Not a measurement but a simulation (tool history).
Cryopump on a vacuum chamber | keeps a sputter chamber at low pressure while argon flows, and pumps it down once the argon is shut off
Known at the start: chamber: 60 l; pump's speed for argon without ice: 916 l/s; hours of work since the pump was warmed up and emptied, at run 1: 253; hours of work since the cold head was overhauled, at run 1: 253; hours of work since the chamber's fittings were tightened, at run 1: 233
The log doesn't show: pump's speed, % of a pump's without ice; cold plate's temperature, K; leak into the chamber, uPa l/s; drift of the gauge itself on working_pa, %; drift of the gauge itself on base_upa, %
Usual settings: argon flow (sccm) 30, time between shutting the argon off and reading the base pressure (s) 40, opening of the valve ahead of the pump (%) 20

run,day,argon flow (sccm),time between shutting the argon off and reading the base pressure (s),opening of the valve ahead of the pump (%),hours of work since the pump was warmed up and emptied,hours of work since the cold head was overhauled,hours of work since the chamber's fittings were tightened,pressure while argon flows (Pa),pressure after the wait (uPa)
1,0.000,30,40,20,253,253,233,0.2806,1.94
2,0.454,22,40,20,261,261,242,0.2076,1.95
3,1.200,29,40,20,275,275,255,0.2724,1.90
4,1.621,29,40,20,282,282,263,0.2732,1.97
5,2.358,37,40,20,296,296,276,0.3473,1.91
6,2.900,30,40,20,306,306,286,0.2820,1.98
7,3.675,30,59,20,320,320,300,0.2807,1.49
8,4.188,30,59,20,329,329,310,0.2843,1.59
9,4.900,30,59,19,342,342,323,0.2973,1.51
10,5.329,30,59,19,350,350,330,0.2967,1.51
11,6.183,30,40,59,365,365,346,0.1008,2.00
12,6.979,30,40,31,380,380,361,0.1850,2.05
13,7.638,30,25,20,392,392,373,0.2855,2.87
14,8.467,30,40,20,407,407,388,0.2815,2.04
15,9.058,30,40,20,418,418,398,0.2823,2.00
16,9.867,30,40,20,433,433,413,0.2835,2.06
17,10.504,30,40,20,444,444,425,0.2850,2.08
18,10.867,28,25,20,451,451,431,0.2651,2.85
19,11.554,27,73,28,463,463,444,0.1842,1.50
20,12.150,31,73,20,474,474,455,0.2918,1.49
21,12.588,30,22,21,482,482,463,0.2709,3.19
22,13.117,30,40,55,492,492,472,0.1093,2.09
23,13.767,52,35,55,504,504,484,0.1888,2.34
24,14.417,52,35,55,515,515,496,0.1889,2.32
25,14.825,56,35,42,523,523,503,0.2634,2.35
26,15.717,54,21,31,539,539,520,0.3384,3.44
27,16.350,24,66,20,551,551,531,0.2304,1.62
28,17.071,40,74,20,564,564,544,0.3817,1.52
29,17.471,40,74,20,571,571,552,0.3835,1.54
30,18.267,40,125,20,586,586,566,0.3820,1.29
# day 18.779: pump warmed up, emptied and cooled again
31,19.254,40,276,20,9,600,580,0.3697,0.92
32,20.129,30,157,51,25,616,596,0.1093,1.06
33,20.904,15,121,15,39,630,610,0.1855,1.22
34,21.325,18,121,15,46,637,618,0.2218,1.27

Hidden state at the last listed run before each entry between runs and at the first one after, where it differs:
Between runs 30 and 31: pump warmed up, emptied and cooled again (day 18.779)
  pump's speed, % of a pump's without ice: 84.7 -> 99.7; cold plate's temperature, K: 12.47 -> 12.48; leak into the chamber, uPa l/s: 632 -> 640
  measured less the result without the state, pressure while argon flows (Pa): +0.0141 -> +0.0009; pressure after the wait (uPa): +0.50 -> +0.37

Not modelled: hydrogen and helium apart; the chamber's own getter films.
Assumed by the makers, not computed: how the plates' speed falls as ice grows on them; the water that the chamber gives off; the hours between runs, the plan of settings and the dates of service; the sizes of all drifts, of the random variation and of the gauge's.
